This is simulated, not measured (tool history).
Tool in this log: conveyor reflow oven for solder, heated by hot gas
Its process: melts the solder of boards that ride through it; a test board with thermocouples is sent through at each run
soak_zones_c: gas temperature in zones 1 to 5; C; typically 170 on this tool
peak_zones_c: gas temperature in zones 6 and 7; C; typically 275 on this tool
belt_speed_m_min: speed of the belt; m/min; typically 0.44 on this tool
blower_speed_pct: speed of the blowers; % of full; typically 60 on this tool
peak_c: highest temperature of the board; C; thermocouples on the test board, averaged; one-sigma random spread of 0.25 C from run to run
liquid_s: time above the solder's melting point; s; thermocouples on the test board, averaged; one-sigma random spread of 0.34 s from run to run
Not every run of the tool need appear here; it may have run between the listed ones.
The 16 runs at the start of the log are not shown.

run   hour  soak_zones_c  peak_zones_c  belt_speed_m_min  blower_speed_pct  peak_c  liquid_s
 17  256.3           170           273              0.44                56   254.5      80.8
 18  274.5           170           273              0.44                56   254.8      81.4
 19    289           178           267             0.412                56   252.4      89.9
     308.5  -- flux residue cleaned out of gas plates and filters
 20  312.2           178           267             0.412                56   252.8      90.7
 21  331.3           172           267             0.418                56   251.7      84.6
 22  348.9           172           267             0.418                60   252.6        86
 23  370.3           172           267             0.418                60   252.3        86
 24  387.4           172           267             0.418                60   252.7        86
 25  402.7           170           272             0.462                74   255.8      79.6
 26  424.5           159           270             0.522                53   241.8      48.5
 27  436.6           166           275             0.501                76   255.8      70.8
 28  451.8           170           275             0.448                60   256.8      82.6
 29  462.5           156           266             0.367                60   253.1      91.8
 30  477.9           158           279              0.44                88   265.4      86.8

5 ways to go on from here, each from the tool as it stands after run 30. What would each give?
  A  500.4           162           279             0.473                88       ?         ?
  B  500.4           158           279              0.44                88       ?         ?
  C  500.4           170           275              0.44                84       ?         ?
  D  500.4           170           268             0.512                53       ?         ?
  E  500.4           170           275              0.44                88       ?         ?

run  peak_c  liquid_s
  A   263.1      80.5
  B   265.5      87.5
  C   262.2      89.4
  D   243.4      56.4
  E   262.8      90.6
Stripped of hidden state, with their random variation kept, the same runs would have yielded:
run  peak_c  liquid_s
  A     263      80.5
  B   265.5      87.5
  C   262.2      89.4
  D   243.3      56.3
  E   262.8      90.6
